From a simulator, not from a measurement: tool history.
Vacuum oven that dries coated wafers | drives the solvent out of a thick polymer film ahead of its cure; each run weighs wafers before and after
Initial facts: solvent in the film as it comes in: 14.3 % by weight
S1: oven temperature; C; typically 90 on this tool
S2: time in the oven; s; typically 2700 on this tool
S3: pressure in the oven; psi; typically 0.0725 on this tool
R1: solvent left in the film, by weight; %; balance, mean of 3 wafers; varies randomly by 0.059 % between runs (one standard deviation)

run	hour	S1	S2	S3	R1
1	0	90	2700	0.0725	3.86
2	25.4	90	2700	0.0725	3.85
3	66.9	90	2700	0.0725	3.78
4	84.6	90	2700	0.0725	3.83
5	111.6	90	2700	0.0725	3.87
6	133.9	90	2700	0.0725	3.9
7	173	85	2640	0.0725	5.45
8	201.6	80	2220	0.0725	7.55
9	239.3	80	2220	0.1025	7.75

Estimate the outcome of run 10 from the log above:
10	266	79	1980	0.0725	?

{"run 10": {"R1": 8.28}}
With the hidden condition absent and the run-to-run variation left alone, this run would have shown R1 7.82 %.
